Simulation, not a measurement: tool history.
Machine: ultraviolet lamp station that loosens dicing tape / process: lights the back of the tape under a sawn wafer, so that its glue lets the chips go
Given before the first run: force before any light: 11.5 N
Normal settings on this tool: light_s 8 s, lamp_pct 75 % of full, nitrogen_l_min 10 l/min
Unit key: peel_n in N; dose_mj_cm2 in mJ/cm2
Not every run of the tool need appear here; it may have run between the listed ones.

Run 1, hour 0.0: usual settings. Result: peel_n 0.733 N, dose_mj_cm2 508 mJ/cm2.
Run 2, hour 12.9: usual settings. Result: peel_n 0.778 N, dose_mj_cm2 506 mJ/cm2.
Run 3, hour 22.4: usual settings. Result: peel_n 0.769 N, dose_mj_cm2 503 mJ/cm2.
Run 4, hour 30.2: usual settings. Result: peel_n 0.776 N, dose_mj_cm2 501 mJ/cm2.
Run 5, hour 42.4: usual settings. Result: peel_n 0.785 N, dose_mj_cm2 499 mJ/cm2.
Run 6, hour 55.0: usual settings but light_s 4 s. Result: peel_n 2.747 N, dose_mj_cm2 247 mJ/cm2.
Run 7, hour 68.7: usual settings but light_s 4 s. Result: peel_n 2.929 N, dose_mj_cm2 247 mJ/cm2.
Run 8, hour 80.0: usual settings but light_s 4 s. Result: peel_n 2.800 N, dose_mj_cm2 245 mJ/cm2.
Run 9, hour 88.8: usual settings but light_s 5 s. Result: peel_n 2.060 N, dose_mj_cm2 303 mJ/cm2.
Run 10, hour 96.3: usual settings but light_s 5 s. Result: peel_n 2.062 N, dose_mj_cm2 303 mJ/cm2.
Run 11, hour 104.6: usual settings but light_s 5 s. Result: peel_n 2.141 N, dose_mj_cm2 301 mJ/cm2.
Run 12, hour 114.4: usual settings but light_s 5 s. Result: peel_n 2.111 N, dose_mj_cm2 304 mJ/cm2.
Run 13, hour 122.4: usual settings but light_s 5 s. Result: peel_n 2.117 N, dose_mj_cm2 301 mJ/cm2.
Run 14, hour 131.2: usual settings but light_s 5 s. Result: peel_n 2.159 N, dose_mj_cm2 301 mJ/cm2.
Run 15, hour 138.9: usual settings. Result: peel_n 0.849 N, dose_mj_cm2 480 mJ/cm2.
Run 16, hour 148.4: usual settings. Result: peel_n 0.834 N, dose_mj_cm2 473 mJ/cm2.
Run 17, hour 158.0: usual settings. Result: peel_n 0.843 N, dose_mj_cm2 477 mJ/cm2.
Run 18, hour 171.7: usual settings but nitrogen_l_min 16 l/min. Result: peel_n 0.670 N, dose_mj_cm2 477 mJ/cm2.
Run 19, hour 184.8: usual settings but nitrogen_l_min 16 l/min. Result: peel_n 0.671 N, dose_mj_cm2 474 mJ/cm2.
Run 20, hour 191.7: usual settings but light_s 4 s, nitrogen_l_min 8 l/min. Result: peel_n 3.184 N, dose_mj_cm2 237 mJ/cm2.
Run 21, hour 203.8: usual settings but light_s 6 s, lamp_pct 68 % of full. Result: peel_n 1.932 N, dose_mj_cm2 319 mJ/cm2.
Run 22, hour 212.3: usual settings but light_s 6 s, lamp_pct 68 % of full. Result: peel_n 1.941 N, dose_mj_cm2 320 mJ/cm2.
Run 23, hour 218.2: usual settings but light_s 6 s, lamp_pct 68 % of full. Result: peel_n 1.943 N, dose_mj_cm2 320 mJ/cm2.
Run 24, hour 231.9: usual settings but lamp_pct 77 % of full, nitrogen_l_min 5 l/min. Result: peel_n 1.341 N, dose_mj_cm2 475 mJ/cm2.
Run 25, hour 242.8: usual settings but light_s 12 s, lamp_pct 64 % of full, nitrogen_l_min 9 l/min. Result: peel_n 0.563 N, dose_mj_cm2 588 mJ/cm2.
Run 26, hour 252.9: usual settings but light_s 5 s, lamp_pct 62 % of full, nitrogen_l_min 11 l/min. Result: peel_n 2.945 N, dose_mj_cm2 237 mJ/cm2.
Run 27, hour 261.7: usual settings but light_s 5 s, lamp_pct 62 % of full, nitrogen_l_min 11 l/min. Result: peel_n 2.857 N, dose_mj_cm2 240 mJ/cm2.
Run 28, hour 274.9: usual settings but light_s 5 s, lamp_pct 65 % of full, nitrogen_l_min 7 l/min. Result: peel_n 3.249 N, dose_mj_cm2 243 mJ/cm2.
Run 29, hour 281.5: usual settings but lamp_pct 91 % of full, nitrogen_l_min 8 l/min. Result: peel_n 0.689 N, dose_mj_cm2 558 mJ/cm2.
Run 30, hour 295.2: usual settings but lamp_pct 73 % of full. Result: peel_n 0.984 N, dose_mj_cm2 443 mJ/cm2.
Run 31, hour 302.1: usual settings but lamp_pct 89 % of full, nitrogen_l_min 9 l/min. Result: peel_n 0.668 N, dose_mj_cm2 537 mJ/cm2.
Run 32, hour 312.9: usual settings but light_s 4 s, lamp_pct 65 % of full. Result: peel_n 3.778 N, dose_mj_cm2 197 mJ/cm2.
Run 33, hour 321.5: usual settings but lamp_pct 80 % of full. Result: peel_n 0.834 N, dose_mj_cm2 475 mJ/cm2.

Below, some changes in peel_n between adjacent runs. For each, the amount present without the hidden state too (settings, incoming material, random variation) and the amount remaining for the hidden state with gauge scatter not shared by both compared results:
Hidden conditions of the tool in this case: lamp's light, % of a new lamp's; light that the window lets through, % of a clean one's; drift of the gauge itself on peel_n, %; drift of the gauge itself on dose_mj_cm2, %.
Run 25 -> 26: light_s 12 -> 5, lamp_pct 64 -> 62, nitrogen_l_min 9 -> 11. peel_n +2.382 N: hidden state +0.354, all else +2.028.
Run 28 -> 29: light_s 5 -> 8, lamp_pct 65 -> 91, nitrogen_l_min 7 -> 8. peel_n -2.560 N: hidden state -0.343, all else -2.217.
Run 31 -> 32: light_s 8 -> 4, lamp_pct 89 -> 65, nitrogen_l_min 9 -> 10. peel_n +3.110 N: hidden state +0.417, all else +2.693.
Run 32 -> 33: light_s 4 -> 8, lamp_pct 65 -> 80. peel_n -2.944 N: hidden state -0.361, all else -2.583.
